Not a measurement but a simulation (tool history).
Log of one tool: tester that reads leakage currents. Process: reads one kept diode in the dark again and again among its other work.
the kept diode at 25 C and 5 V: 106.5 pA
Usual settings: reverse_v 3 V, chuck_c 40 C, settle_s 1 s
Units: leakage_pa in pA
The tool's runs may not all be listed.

Run 1, hour 0: usual settings. Result: leakage_pa 317 pA.
Run 2, hour 20.2: usual settings but settle_s 2.38 s. Result: leakage_pa 318.71 pA.
Run 3, hour 51: usual settings. Result: leakage_pa 319.94 pA.
Run 4, hour 88.8: usual settings. Result: leakage_pa 322.1 pA.
Run 5, hour 112.2: usual settings. Result: leakage_pa 325.21 pA.
Run 6, hour 129.8: usual settings. Result: leakage_pa 325.7 pA.
Run 7, hour 157.2: usual settings. Result: leakage_pa 327.9 pA.
Run 8, hour 183.7: usual settings. Result: leakage_pa 327.99 pA.
Run 9, hour 221.7: usual settings. Result: leakage_pa 274.92 pA.
Run 10, hour 260.2: usual settings. Result: leakage_pa 277.55 pA.
Run 11, hour 276.8: usual settings but chuck_c 54 C. Result: leakage_pa 767.97 pA.
Run 12, hour 306.2: usual settings but chuck_c 54 C. Result: leakage_pa 774.11 pA.
Run 13, hour 342.7: usual settings but settle_s 0.33 s. Result: leakage_pa 285.09 pA.
Run 14, hour 360.1: usual settings but settle_s 0.33 s. Result: leakage_pa 287.58 pA.
Run 15, hour 377.3: usual settings but settle_s 0.33 s. Result: leakage_pa 286.07 pA.
Run 16, hour 397.4: usual settings but settle_s 0.33 s. Result: leakage_pa 287.71 pA.
Run 17, hour 420.3: usual settings but settle_s 0.33 s. Result: leakage_pa 288.51 pA.
Run 18, hour 455.9: usual settings but settle_s 7.5 s. Result: leakage_pa 286.73 pA.
Run 19, hour 484.9: usual settings but settle_s 7.5 s. Result: leakage_pa 288.26 pA.
Run 20, hour 522: usual settings. Result: leakage_pa 290.82 pA.
Run 21, hour 538.9: usual settings but chuck_c 45 C, settle_s 1.11 s. Result: leakage_pa 425.65 pA.
Run 22, hour 565: usual settings but reverse_v 11.11 V, chuck_c 37 C, settle_s 6.35 s. Result: leakage_pa 454.83 pA.
Run 23, hour 602.6: usual settings but reverse_v 6.03 V, chuck_c 53 C, settle_s 5.15 s. Result: leakage_pa 1082.66 pA.
Run 24, hour 626.7: usual settings but reverse_v 6.03 V, chuck_c 53 C, settle_s 5.15 s. Result: leakage_pa 1089.64 pA.
Run 25, hour 655.9: usual settings but reverse_v 6.03 V, chuck_c 53 C, settle_s 5.15 s. Result: leakage_pa 1097.99 pA.
Run 26, hour 685.9: usual settings but reverse_v 1.76 V, chuck_c 25 C, settle_s 0.64 s. Result: leakage_pa 70.95 pA.
Run 27, hour 705.8: usual settings but reverse_v 1.12 V, chuck_c 59 C, settle_s 0.39 s. Result: leakage_pa 709.57 pA.
Run 28, hour 744.1: usual settings but reverse_v 1.12 V, chuck_c 59 C, settle_s 0.39 s. Result: leakage_pa 712.96 pA.
Run 29, hour 767.5: usual settings but reverse_v 1.12 V, chuck_c 23 C, settle_s 3.68 s. Result: leakage_pa 48.07 pA.
Run 30, hour 792.9: usual settings but reverse_v 2.79 V. Result: leakage_pa 297.51 pA.
Run 31, hour 832.9: usual settings but reverse_v 2.79 V. Result: leakage_pa 298.45 pA.
Run 32, hour 867.5: usual settings but reverse_v 1.48 V, settle_s 8.99 s. Result: leakage_pa 218.95 pA.
Run 33, hour 892.7: usual settings but chuck_c 60 C. Result: leakage_pa 1296.8 pA.
Run 34, hour 932.7: usual settings but chuck_c 60 C. Result: leakage_pa 1300.38 pA.
Run 35, hour 951.3: usual settings but chuck_c 39 C, settle_s 0.63 s. Result: leakage_pa 296.86 pA.
Run 36, hour 990.7: usual settings but chuck_c 39 C, settle_s 0.63 s. Result: leakage_pa 297.75 pA.
Run 37, hour 1027.9: usual settings but reverse_v 4.95 V, chuck_c 41 C. Result: leakage_pa 450.01 pA.
Run 38, hour 1057.8: usual settings but reverse_v 4.95 V, chuck_c 41 C. Result: leakage_pa 454.26 pA.
Run 39, hour 1080.6: usual settings but reverse_v 3.94 V, chuck_c 47 C. Result: leakage_pa 621.49 pA.
Run 40, hour 1109: usual settings but reverse_v 2.52 V, chuck_c 51 C. Result: leakage_pa 663.07 pA.

Not shown: 3 entries that the log had between the listed runs. Between which runs, and how does the tool's hidden state differ before and after?
Between runs 8 and 9: chuck's temperature calibrated (hour 192.9)
  stray current of the dirty probe card, pA a volt: 0.154 -> 0.165; current scale over the true one, %: 0.17 -> 0.18; true chuck temperature over the reading, C: 2.4 -> 0.03
  measured less the result without the state, leakage_pa: +55.05 -> +1.56 pA
Between runs 12 and 13: probe card cleaned and baked (hour 312)
  stray current of the dirty probe card, pA a volt: 0.187 -> 0.257; current scale over the true one, %: 0.21 -> 0.22; true chuck temperature over the reading, C: 0.26 -> 0.36
  measured less the result without the state, leakage_pa: +16.13 -> +8.8 pA
Between runs 15 and 16: probe card cleaned and baked, once more (hour 386.5)
  stray current of the dirty probe card, pA a volt: 0.266 -> 0.028; true chuck temperature over the reading, C: 0.44 -> 0.49
  measured less the result without the state, leakage_pa: +10.7 -> +11.13 pA
